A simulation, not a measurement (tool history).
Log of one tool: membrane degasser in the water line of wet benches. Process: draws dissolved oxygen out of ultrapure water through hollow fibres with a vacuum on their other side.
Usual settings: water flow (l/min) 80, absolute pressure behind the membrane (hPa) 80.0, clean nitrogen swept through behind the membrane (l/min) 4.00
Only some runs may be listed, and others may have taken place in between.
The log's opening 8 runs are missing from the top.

run	hour	water flow (l/min)	absolute pressure behind the membrane (hPa)	clean nitrogen swept through behind the membrane (l/min)	dissolved oxygen in the water behind the degasser (ppb)	pressure that the water loses in the fibres (hPa)
9	1724.9	80	55.4	4.00	107.9	332.8
10	1954.0	80	55.4	4.00	106.3	335.4
11	2231.4	80	55.4	4.00	104.0	333.5
12	2448.3	80	80.0	4.00	207.3	332.0
# hour 2533.6: vacuum gauge calibrated
13	2706.8	80	80.0	4.00	215.5	331.9
14	2995.1	80	53.3	4.00	95.6	333.8
15	3146.1	80	80.0	4.21	201.2	329.5
16	3330.4	79	89.0	8.04	133.0	331.7
17	3463.8	79	89.0	8.04	132.1	330.5
18	3700.0	79	89.0	8.04	132.0	332.5
19	3894.1	112	70.0	2.30	355.7	468.1
20	4161.1	56	87.9	2.58	260.0	233.2
21	4417.4	91	114.2	11.93	151.8	380.1
22	4685.7	57	113.5	2.29	417.5	241.2
23	4889.3	95	86.6	2.29	437.6	398.7
24	5080.4	95	48.3	10.63	40.6	397.8
25	5206.2	59	112.6	11.84	98.7	248.9
26	5368.6	65	141.8	6.81	240.6	270.4
27	5544.4	65	141.8	2.17	638.4	273.6
28	5819.6	65	141.8	2.81	524.5	277.3
29	5971.5	107	141.8	2.81	785.6	448.4
30	6153.4	80	83.0	4.11	218.0	336.6

4 options for the next run, each taken on its own from the tool as it stands now. Forecast them:
A	6395.8	70	123.6	3.73	?	?
B	6395.8	58	119.1	8.69	?	?
C	6395.8	97	128.5	5.70	?	?
D	6395.8	75	80.0	11.11	?	?

run	dissolved oxygen in the water behind the degasser (ppb)	pressure that the water loses in the fibres (hPa)
A	370.1	294.1
B	137.0	250.2
C	369.1	412.3
D	78.9	318.5
The same runs, with their run-to-run variation unchanged, on a tool lacking any hidden condition would have given:
run	dissolved oxygen in the water behind the degasser (ppb)	pressure that the water loses in the fibres (hPa)
A	370.0	287.7
B	137.0	244.8
C	369.0	403.5
D	78.8	311.7
